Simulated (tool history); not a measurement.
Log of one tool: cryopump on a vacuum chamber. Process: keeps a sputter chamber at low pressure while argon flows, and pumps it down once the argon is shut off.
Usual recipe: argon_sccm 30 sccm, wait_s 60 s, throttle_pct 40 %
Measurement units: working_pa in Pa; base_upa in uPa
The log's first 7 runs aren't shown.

run   hour  argon_sccm  wait_s  throttle_pct  working_pa  base_upa
  8  135.7          30      60            40      0.0631      0.87
  9  155.4          30      60            40      0.0629      0.90
 10  168.7          15      60            40      0.0317      0.90
 11  180.4          15      60            40      0.0315      0.91
 12  203.7          30      60            25      0.1007      0.89
 13  218.2          30      60            40      0.0637      0.95
 14  241.1          30      60            40      0.0635      0.92
 15  263.7          30      60            40      0.0636      0.94
 16  274.8          30      79            40      0.0634      0.86

Run 17 is up next; what results do you expect?
 17  295.8          30      79            40           ?         ?

{"run 17": {"working_pa": 0.0644, "base_upa": 0.91}}
With no hidden state in the tool, this same run would have given working_pa 0.0613 Pa, base_upa 0.51 uPa.
